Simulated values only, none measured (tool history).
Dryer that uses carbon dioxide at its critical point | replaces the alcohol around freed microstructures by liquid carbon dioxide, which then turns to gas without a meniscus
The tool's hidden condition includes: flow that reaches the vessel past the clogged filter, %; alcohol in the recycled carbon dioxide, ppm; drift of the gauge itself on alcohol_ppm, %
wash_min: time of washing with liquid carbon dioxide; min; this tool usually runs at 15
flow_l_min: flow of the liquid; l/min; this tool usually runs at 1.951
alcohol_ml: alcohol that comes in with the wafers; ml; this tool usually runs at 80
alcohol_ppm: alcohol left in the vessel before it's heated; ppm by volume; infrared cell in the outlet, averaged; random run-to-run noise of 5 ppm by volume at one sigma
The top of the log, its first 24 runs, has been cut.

run     day  wash_min  flow_l_min  alcohol_ml  hours of work since the filter was changed  hours of work since the purifier's bed was changed  alcohol_ppm
 25  24.129        15       1.190          80                                         350                                                 365          523
 26  25.262        18       1.420          80                                         365                                                 380          165
 27  25.812        18       1.420          80                                         372                                                 387          170
 28  26.379        23       2.980          24                                         380                                                 395           81
 29  27.342        18       1.640          65                                         392                                                 407          125
 30  28.496        18       1.640          65                                         407                                                 422          119
 31  29.504        15       1.750          80                                         421                                                 436          177
 32  30.442        15       1.750          80                                         433                                                 448          172
 33  31.196        15       1.750          80                                         443                                                 458          166
 34  31.817        15       1.750          80                                         451                                                 466          177
     32.538  -- inlet filter changed
 35  33.092        15       1.951          62                                           7                                                 482          113
 36  34.192        18       2.810          20                                          22                                                 497          101
 37  34.946        22       2.160          47                                          32                                                 507           99
 38  35.658        24       1.620          80                                          41                                                 516          116
 39  36.542        19       2.880          80                                          53                                                 528          111
 40  37.546        19       2.880          80                                          66                                                 541          115
 41  38.612        15       1.420          35                                          80                                                 555          180
 42  39.650        15       3.230          40                                          93                                                 568          120
 43  40.483        15       3.230          40                                         104                                                 579          111
 44  41.625        15       3.230          40                                         119                                                 594          122
 45  42.558        19       1.280          53                                         132                                                 607          184
 46  43.379        19       1.280          53                                         142                                                 617          186
 47  44.208        15       1.951          22                                         153                                                 628          140

Here are 4 independent what-if runs from the current tool condition. What would each one return?
  A  45.054        15       1.951          51                                         164                                                 639            ?
  B  45.054        11       1.951          80                                         164                                                 639            ?
  C  45.054        15       1.951          57                                         164                                                 639            ?
  D  45.054        15       1.951          63                                         164                                                 639            ?

run  alcohol_ppm
  A          143
  B          270
  C          144
  D          148
With the hidden condition removed and each run's random variation left untouched, the same runs would have given:
run  alcohol_ppm
  A           13
  B          107
  C           11
  D           17
